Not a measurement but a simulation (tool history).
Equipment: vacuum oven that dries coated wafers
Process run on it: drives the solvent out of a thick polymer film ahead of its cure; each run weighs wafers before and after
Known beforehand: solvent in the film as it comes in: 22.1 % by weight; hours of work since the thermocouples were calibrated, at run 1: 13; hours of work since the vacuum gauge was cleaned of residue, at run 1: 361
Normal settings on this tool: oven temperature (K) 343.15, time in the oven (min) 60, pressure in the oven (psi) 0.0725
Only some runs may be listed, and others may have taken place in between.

run,day,oven temperature (K),time in the oven (min),pressure in the oven (psi),hours of work since the thermocouples were calibrated,hours of work since the vacuum gauge was cleaned of residue,solvent left in the film (%)
1,0,343.15,60,0.0725,13,361,4.74
2,0.55,343.15,60,0.0725,23,370,4.76
3,0.946,352.15,60,0.0725,29,377,1.44
4,1.529,343.15,60,0.0725,39,387,4.81
5,1.833,349.15,60,0.0725,45,393,2.13
6,2.208,349.15,60,0.0725,51,399,2.07
7,2.775,333.15,60,0.0725,61,409,10.36
8,3.096,333.15,60,0.0725,67,414,10.41
# day 3.229: oven's thermocouples calibrated
9,3.579,333.15,60,0.0725,6,421,10.35
10,3.95,343.15,99,0.1807,12,428,3.05
# day 4.104: oven's thermocouples calibrated, once more
11,4.304,345.15,60,0.0725,3,432,3.99

Each row is a separate what-if for the run after 11, all from the same tool condition, not one after another. Results?
A,4.746,345.15,58,0.1233,11,440,?
B,4.746,339.15,59,0.0725,11,440,?
C,4.746,332.15,60,0.0725,11,440,?
D,4.746,346.15,60,0.0766,11,440,?

run,solvent left in the film (%)
A,4.38
B,7.09
C,10.8
D,3.5
With the hidden condition removed and each run's random variation left untouched, the same runs would have given:
run,solvent left in the film (%)
A,4.07
B,6.75
C,10.47
D,3.21
